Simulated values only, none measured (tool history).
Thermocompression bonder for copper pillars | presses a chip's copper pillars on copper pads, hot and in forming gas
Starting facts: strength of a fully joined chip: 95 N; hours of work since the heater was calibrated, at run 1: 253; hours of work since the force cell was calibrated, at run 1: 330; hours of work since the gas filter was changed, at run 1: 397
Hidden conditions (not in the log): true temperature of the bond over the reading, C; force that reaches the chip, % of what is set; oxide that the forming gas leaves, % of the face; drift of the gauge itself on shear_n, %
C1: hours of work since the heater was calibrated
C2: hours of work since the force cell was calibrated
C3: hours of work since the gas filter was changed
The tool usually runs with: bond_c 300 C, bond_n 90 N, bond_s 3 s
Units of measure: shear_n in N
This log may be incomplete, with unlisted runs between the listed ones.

Run 1, hour 0.0: usual settings; C1 253; C2 330; C3 397. Result: shear_n 57.8 N.
Run 2, hour 12.4: usual settings but bond_c 302 C; C1 259; C2 336; C3 403. Result: shear_n 60.6 N.
Run 3, hour 27.8: usual settings; C1 267; C2 345; C3 412. Result: shear_n 58.3 N.
Run 4, hour 48.2: usual settings; C1 278; C2 355; C3 422. Result: shear_n 58.8 N.
Run 5, hour 70.9: usual settings; C1 290; C2 367; C3 434. Result: shear_n 57.4 N.
Run 6, hour 93.0: usual settings; C1 302; C2 379; C3 446. Result: shear_n 58.4 N.
Run 7, hour 109.7: usual settings; C1 311; C2 388; C3 455. Result: shear_n 56.9 N.
At hour 111.9: forming gas filter changed.
Run 8, hour 122.6: usual settings; C1 317; C2 394; C3 6. Result: shear_n 59.4 N.
Run 9, hour 137.7: usual settings but bond_c 312 C; C1 325; C2 402; C3 14. Result: shear_n 62.6 N.
Run 10, hour 149.0: usual settings but bond_c 312 C; C1 331; C2 408; C3 20. Result: shear_n 62.1 N.
Run 11, hour 162.3: usual settings but bond_c 312 C; C1 338; C2 415; C3 27. Result: shear_n 62.8 N.
Run 12, hour 173.6: usual settings but bond_c 312 C; C1 344; C2 421; C3 33. Result: shear_n 62.9 N.
Run 13, hour 194.2: usual settings but bond_c 312 C; C1 355; C2 432; C3 43. Result: shear_n 62.4 N.
Run 14, hour 210.3: usual settings but bond_n 67 N; C1 363; C2 441; C3 52. Result: shear_n 48.1 N.
Run 15, hour 229.3: usual settings but bond_n 67 N; C1 374; C2 451; C3 62. Result: shear_n 48.8 N.
Run 16, hour 251.3: usual settings but bond_n 67 N; C1 385; C2 462; C3 74. Result: shear_n 48.4 N.
Run 17, hour 263.4: usual settings but bond_n 67 N; C1 392; C2 469; C3 80. Result: shear_n 48.5 N.
Run 18, hour 276.0: usual settings but bond_c 318 C, bond_n 67 N, bond_s 5 s; C1 398; C2 475; C3 87. Result: shear_n 64.3 N.
Run 19, hour 289.3: usual settings but bond_n 96 N; C1 405; C2 482; C3 94. Result: shear_n 59.9 N.
Run 20, hour 299.8: usual settings but bond_c 309 C, bond_n 89 N, bond_s 8 s; C1 411; C2 488; C3 99. Result: shear_n 79.2 N.
Run 21, hour 322.3: usual settings but bond_c 313 C, bond_n 119 N, bond_s 6 s; C1 423; C2 500; C3 111. Result: shear_n 82.2 N.
Run 22, hour 338.5: usual settings but bond_c 270 C, bond_n 107 N, bond_s 2 s; C1 431; C2 508; C3 120. Result: shear_n 45.2 N.
Run 23, hour 359.2: usual settings but bond_c 270 C, bond_n 67 N; C1 442; C2 519; C3 131. Result: shear_n 36.0 N.
Run 24, hour 369.3: usual settings but bond_c 285 C, bond_n 67 N, bond_s 2 s; C1 447; C2 525; C3 136. Result: shear_n 36.3 N.
Run 25, hour 390.0: usual settings but bond_s 5 s; C1 458; C2 536; C3 147. Result: shear_n 65.3 N.
Run 26, hour 413.1: usual settings but bond_c 304 C, bond_n 109 N; C1 471; C2 548; C3 159. Result: shear_n 64.4 N.
Run 27, hour 424.5: usual settings but bond_c 326 C, bond_n 88 N, bond_s 6 s; C1 477; C2 554; C3 165. Result: shear_n 77.8 N.
Run 28, hour 447.2: usual settings but bond_c 326 C, bond_n 88 N, bond_s 6 s; C1 489; C2 566; C3 177. Result: shear_n 76.2 N.

4 ways to go on from here, each from the tool as it stands after run 28. What would each give?
Run A, hour 466.3: usual settings but bond_c 324 C, bond_n 79 N, bond_s 4 s; C1 499; C2 576; C3 187. Result: shear_n ?.
Run B, hour 466.3: usual settings but bond_c 277 C, bond_n 54 N; C1 499; C2 576; C3 187. Result: shear_n ?.
Run C, hour 466.3: usual settings but bond_c 326 C, bond_n 99 N, bond_s 6 s; C1 499; C2 576; C3 187. Result: shear_n ?.
Run D, hour 466.3: usual settings but bond_n 92 N, bond_s 7 s; C1 499; C2 576; C3 187. Result: shear_n ?.

run  shear_n
  A     67.3
  B     33.4
  C     80.3
  D     73.2
The same runs, with their run-to-run variation unchanged, on a tool lacking any hidden condition would have given:
run  shear_n
  A     67.6
  B     33.7
  C     80.6
  D     73.6
